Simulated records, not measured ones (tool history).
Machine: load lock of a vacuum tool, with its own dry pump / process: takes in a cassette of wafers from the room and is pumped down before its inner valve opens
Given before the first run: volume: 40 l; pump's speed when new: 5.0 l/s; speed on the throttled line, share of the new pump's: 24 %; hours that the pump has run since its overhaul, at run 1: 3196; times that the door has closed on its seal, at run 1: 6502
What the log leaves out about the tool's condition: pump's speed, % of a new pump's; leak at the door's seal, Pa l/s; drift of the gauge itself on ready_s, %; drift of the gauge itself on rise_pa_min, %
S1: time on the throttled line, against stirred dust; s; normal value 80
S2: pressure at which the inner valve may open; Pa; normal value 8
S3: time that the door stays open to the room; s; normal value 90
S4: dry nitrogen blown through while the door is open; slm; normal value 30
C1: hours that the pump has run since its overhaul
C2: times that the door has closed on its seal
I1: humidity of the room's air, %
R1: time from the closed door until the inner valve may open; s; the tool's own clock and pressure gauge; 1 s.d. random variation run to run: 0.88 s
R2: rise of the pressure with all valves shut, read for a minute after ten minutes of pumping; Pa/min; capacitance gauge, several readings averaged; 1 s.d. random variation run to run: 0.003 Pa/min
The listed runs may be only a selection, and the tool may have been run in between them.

Run 1, hour 0: usual settings; C1 3196; C2 6502; I1 42. Result: R1 139.6 s, R2 0.065 Pa/min.
Run 2, hour 79.7: usual settings; C1 3275; C2 6873; I1 46.6. Result: R1 139.1 s, R2 0.075 Pa/min.
Run 3, hour 130.1: usual settings; C1 3326; C2 7108; I1 48.3. Result: R1 140.6 s, R2 0.076 Pa/min.
Run 4, hour 201.5: usual settings; C1 3397; C2 7441; I1 42.8. Result: R1 141.4 s, R2 0.072 Pa/min.
Run 5, hour 260.2: usual settings; C1 3456; C2 7714; I1 46.5. Result: R1 139.6 s, R2 0.077 Pa/min.
Run 6, hour 308.7: usual settings; C1 3504; C2 7940; I1 47.3. Result: R1 139.3 s, R2 0.076 Pa/min.
Run 7, hour 400.5: usual settings but S2 10 Pa; C1 3596; C2 8367; I1 39.6. Result: R1 139.1 s, R2 0.078 Pa/min.
Run 8, hour 497.9: usual settings; C1 3694; C2 8821; I1 44.2. Result: R1 139.8 s, R2 0.079 Pa/min.
Run 9, hour 545.9: usual settings; C1 3742; C2 9044; I1 48. Result: R1 139.5 s, R2 0.087 Pa/min.
Run 10, hour 595.4: usual settings; C1 3791; C2 9275; I1 44.8. Result: R1 139.9 s, R2 0.09 Pa/min.
Run 11, hour 658: usual settings but S1 158 s; C1 3854; C2 9566; I1 43.1. Result: R1 197.9 s, R2 0.084 Pa/min.
Run 12, hour 738.2: usual settings but S1 70 s; C1 3934; C2 9940; I1 47.2. Result: R1 133.6 s, R2 0.093 Pa/min.
Run 13, hour 821.8: usual settings; C1 4017; C2 10329; I1 45.2. Result: R1 140.7 s, R2 0.095 Pa/min.
Run 14, hour 880.5: usual settings but S3 37 s; C1 4076; C2 10602; I1 40.8. Result: R1 141 s, R2 0.072 Pa/min.
Run 15, hour 924: usual settings but S3 37 s; C1 4120; C2 10805; I1 43.5. Result: R1 139.4 s, R2 0.073 Pa/min.
Run 16, hour 975.3: usual settings but S1 97 s, S3 37 s; C1 4171; C2 11044; I1 46.4. Result: R1 153.5 s, R2 0.082 Pa/min.
Run 17, hour 1015.9: usual settings but S1 97 s, S3 37 s; C1 4212; C2 11233; I1 42.4. Result: R1 153.4 s, R2 0.075 Pa/min.
Run 18, hour 1098.7: usual settings but S1 97 s, S3 37 s; C1 4294; C2 11619; I1 47.3. Result: R1 153.4 s, R2 0.083 Pa/min.
Run 19, hour 1150.2: usual settings but S1 88 s; C1 4346; C2 11858; I1 42.9. Result: R1 147.4 s, R2 0.101 Pa/min.
Run 20, hour 1245.7: usual settings but S1 46 s, S2 9 Pa, S3 175 s, S4 13 slm; C1 4441; C2 12303; I1 47.3. Result: R1 113.4 s, R2 0.16 Pa/min.
Run 21, hour 1304.1: usual settings but S1 117 s; C1 4500; C2 12575; I1 44.5. Result: R1 169.5 s, R2 0.113 Pa/min.
Run 22, hour 1403.1: usual settings but S1 117 s; C1 4599; C2 13036; I1 43.4. Result: R1 169.6 s, R2 0.113 Pa/min.
Run 23, hour 1459.7: usual settings but S1 117 s, S3 64 s; C1 4655; C2 13300; I1 44.8. Result: R1 169.9 s, R2 0.103 Pa/min.
Run 24, hour 1543.7: usual settings but S1 75 s; C1 4739; C2 13691; I1 45. Result: R1 137.2 s, R2 0.12 Pa/min.
Run 25, hour 1599.3: usual settings but S3 38 s, S4 23 slm; C1 4795; C2 13950; I1 39.4. Result: R1 142.2 s, R2 0.106 Pa/min.
Run 26, hour 1648.2: usual settings but S1 73 s; C1 4844; C2 14177; I1 46. Result: R1 135.5 s, R2 0.122 Pa/min.
Run 27, hour 1696.7: usual settings but S1 76 s, S2 14 Pa, S4 25 slm; C1 4892; C2 14403; I1 46. Result: R1 134.1 s, R2 0.129 Pa/min.
Run 28, hour 1740.2: usual settings but S3 209 s; C1 4936; C2 14606; I1 45.6. Result: R1 140.4 s, R2 0.155 Pa/min.
Run 29, hour 1800.4: usual settings but S3 209 s; C1 4996; C2 14886; I1 40.7. Result: R1 140.4 s, R2 0.153 Pa/min.
Run 30, hour 1878.6: usual settings but S3 205 s; C1 5074; C2 15250; I1 42.5. Result: R1 141.2 s, R2 0.165 Pa/min.
Run 31, hour 1961.9: usual settings but S3 205 s; C1 5158; C2 15638; I1 45.1. Result: R1 141.4 s, R2 0.158 Pa/min.
Run 32, hour 2038.4: usual settings but S2 11 Pa, S3 184 s; C1 5234; C2 15995; I1 43.2. Result: R1 139.9 s, R2 0.155 Pa/min.
Run 33, hour 2103.8: usual settings but S1 48 s; C1 5299; C2 16299; I1 47.2. Result: R1 117.5 s, R2 0.142 Pa/min.
Run 34, hour 2162.3: usual settings but S1 159 s, S4 22 slm; C1 5358; C2 16572; I1 42.9. Result: R1 200.9 s, R2 0.153 Pa/min.
Run 35, hour 2216.3: usual settings but S1 53 s, S2 7 Pa, S3 38 s; C1 5412; C2 16823; I1 44.4. Result: R1 122.4 s, R2 0.128 Pa/min.
Run 36, hour 2290.9: usual settings but S1 53 s, S2 7 Pa, S3 38 s; C1 5486; C2 17170; I1 42.1. Result: R1 122.6 s, R2 0.13 Pa/min.

Hidden state or all else? Some run-to-run changes of R1, split into what the settings, what came in and random variation would give without the hidden state, and what is left for the hidden state (with any gauge scatter that isn't in both results):
Run 11 -> 12: S1 158 -> 70. R1 -64.3 s: hidden state +1, all else -65.3.
Run 33 -> 34: S1 48 -> 159, S4 30 -> 22. R1 +83.4 s: hidden state -1.3, all else +84.7.
Run 34 -> 35: S1 159 -> 53, S2 8 -> 7, S3 90 -> 38, S4 22 -> 30. R1 -78.5 s: hidden state +1.5, all else -80.

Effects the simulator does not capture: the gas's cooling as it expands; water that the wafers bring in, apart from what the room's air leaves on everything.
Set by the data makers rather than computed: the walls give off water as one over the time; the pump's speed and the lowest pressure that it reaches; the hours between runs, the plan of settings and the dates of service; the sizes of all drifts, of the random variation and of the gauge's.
